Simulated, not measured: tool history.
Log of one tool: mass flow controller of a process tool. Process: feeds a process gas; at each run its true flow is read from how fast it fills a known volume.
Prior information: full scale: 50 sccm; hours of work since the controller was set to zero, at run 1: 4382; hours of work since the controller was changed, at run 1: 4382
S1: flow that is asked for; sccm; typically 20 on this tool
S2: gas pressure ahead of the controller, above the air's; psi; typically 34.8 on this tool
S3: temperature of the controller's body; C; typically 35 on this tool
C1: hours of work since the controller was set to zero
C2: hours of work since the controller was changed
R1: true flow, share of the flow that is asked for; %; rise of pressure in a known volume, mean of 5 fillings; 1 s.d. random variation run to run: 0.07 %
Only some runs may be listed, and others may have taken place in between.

run,day,S1,S2,S3,C1,C2,R1
1,0,20,34.8,35,4382,4382,100.83
2,9.288,20,34.8,35,4558,4558,101.15
3,14.454,20,34.8,35,4656,4656,101.24
4,22.85,20,34.8,35,4815,4815,101.3
5,34.475,20,34.8,35,5035,5035,101.4
6,44.292,20,21.3,35,5220,5220,102.25
7,50.262,20,34.8,35,5333,5333,101.51
8,62.35,20,34.8,35,5562,5562,101.53
9,69.392,20,34.8,35,5695,5695,101.72
# day 69.925: controller's zero set anew
10,75.517,20,34.8,35,106,5811,101.42
11,87.158,20,34.8,35,326,6031,101.55
# day 97.046: controller exchanged for a calibrated one
12,98.404,20,34.8,33,26,26,99.23
13,106.254,20,34.8,33,174,174,99.24
14,112.725,21,24.1,33,297,297,100.03
15,123.767,21,32.3,28,506,506,99.56
16,135.508,21,32.3,28,728,728,99.62
# day 139.454: controller's zero set anew, once more
17,142.188,21,32.3,28,52,854,99.73
18,147.512,17,32.3,31,152,955,99.64
19,153.525,21,35.2,26,266,1068,99.7
20,159.342,21,35.2,26,376,1178,99.73
21,171.396,7,34.8,35,604,1406,99.03
22,181.783,47,34.8,35,801,1603,101
23,187.7,47,34.8,35,913,1715,101.14
24,193.479,47,34.8,35,1022,1824,101.22
25,202.821,47,34.8,35,1199,2001,101.34
26,211.962,20,40.2,34,1372,2174,100

5 ways to go on from here, each from the tool as it stands after run 26. What would each give?
A,218.129,23,27.1,22,1489,2291,?
B,218.129,23,37.7,34,1489,2291,?
C,218.129,20,28.6,34,1489,2291,?
D,218.129,47,25.1,28,1489,2291,?
E,218.129,20,29,27,1489,2291,?

run,R1
A,100.77
B,100.56
C,100.81
D,101.93
E,100.57
What these runs would have given with no unlogged condition in the tool:
run,R1
A,99.38
B,99.16
C,99.49
D,100.26
E,99.26
